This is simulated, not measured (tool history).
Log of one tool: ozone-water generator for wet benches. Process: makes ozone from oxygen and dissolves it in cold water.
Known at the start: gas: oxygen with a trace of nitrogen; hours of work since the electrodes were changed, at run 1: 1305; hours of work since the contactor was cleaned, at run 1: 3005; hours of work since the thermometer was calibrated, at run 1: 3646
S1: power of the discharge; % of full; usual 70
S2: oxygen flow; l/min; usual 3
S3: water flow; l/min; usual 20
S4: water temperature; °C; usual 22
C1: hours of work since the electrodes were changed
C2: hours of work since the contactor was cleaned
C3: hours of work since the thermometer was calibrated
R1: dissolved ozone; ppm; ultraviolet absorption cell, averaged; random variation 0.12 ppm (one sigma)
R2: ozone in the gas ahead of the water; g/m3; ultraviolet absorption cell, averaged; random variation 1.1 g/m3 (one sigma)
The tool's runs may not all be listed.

| run | day | S1 | S2 | S3 | S4 | C1 | C2 | C3 | R1 | R2 |
|---|---|---|---|---|---|---|---|---|---|---|
| 1 | 0 | 70 | 3 | 20 | 22 | 1305 | 3005 | 3646 | 12.5 | 196 |
| 2 | 3.808 | 70 | 3 | 20 | 22 | 1374 | 3074 | 3715 | 12.5 | 196.6 |
| 3 | 5.604 | 70 | 1.7 | 20 | 22 | 1407 | 3107 | 3748 | 12.1 | 284.5 |
| 4 | 8.946 | 70 | 1.7 | 20 | 22 | 1467 | 3167 | 3808 | 12.1 | 282.9 |
| 5 | 12.771 | 70 | 3 | 20 | 22 | 1537 | 3237 | 3878 | 12.3 | 194.2 |
| 6 | 16.758 | 70 | 3 | 20 | 21 | 1609 | 3309 | 3950 | 12.4 | 193.3 |
| 7 | 20.217 | 70 | 3 | 20 | 21 | 1672 | 3372 | 4013 | 12.4 | 194.2 |
| 8 | 24.646 | 70 | 3 | 20 | 22 | 1752 | 3452 | 4093 | 12.1 | 194.7 |
| 9 | 29.008 | 70 | 1.56 | 20 | 22 | 1831 | 3531 | 4172 | 11.9 | 301 |
| 10 | 32.283 | 70 | 1.56 | 20 | 22 | 1890 | 3590 | 4231 | 11.8 | 300.9 |
| 11 | 34.217 | 70 | 1.56 | 20 | 22 | 1925 | 3625 | 4267 | 12.1 | 301.5 |
| 12 | 38.412 | 69 | 1.63 | 16 | 29 | 2002 | 3701 | 4343 | 14.1 | 290.9 |
| 13 | 41.375 | 69 | 1.63 | 16 | 29 | 2055 | 3755 | 4396 | 13.7 | 286.4 |
| 14 | 43.667 | 69 | 2.85 | 16 | 29 | 2097 | 3797 | 4438 | 13.9 | 198 |
| 15 | 46.208 | 65 | 4.12 | 20 | 17 | 2143 | 3843 | 4484 | 12 | 147.3 |
| 16 | 50.112 | 87 | 3 | 15 | 22 | 2214 | 3914 | 4555 | 18.5 | 225.4 |
| 17 | 54.146 | 87 | 1.8 | 15 | 22 | 2287 | 3987 | 4628 | 18.7 | 315.5 |
| 18 | 56.425 | 70 | 3.37 | 20 | 25 | 2328 | 4028 | 4669 | 11.8 | 180.2 |
| 19 | 58.258 | 70 | 3.37 | 20 | 25 | 2361 | 4061 | 4702 | 11.9 | 178 |
| 20 | 60.204 | 44 | 4.91 | 20 | 25 | 2397 | 4097 | 4738 | 8.1 | 98.3 |
| 21 | 62.504 | 44 | 4.91 | 20 | 25 | 2438 | 4138 | 4779 | 8.5 | 99.7 |

The next listed run, before its measurement:
| 22 | 65.967 | 44 | 1.57 | 18 | 25 | 2501 | 4201 | 4842 | ? | ? |

Run 22 gave R1 9.1 ppm, R2 209.9 g/m3.
Without the tool's hidden state the same run would have given R1 9.1 ppm, R2 214.5 g/m3.
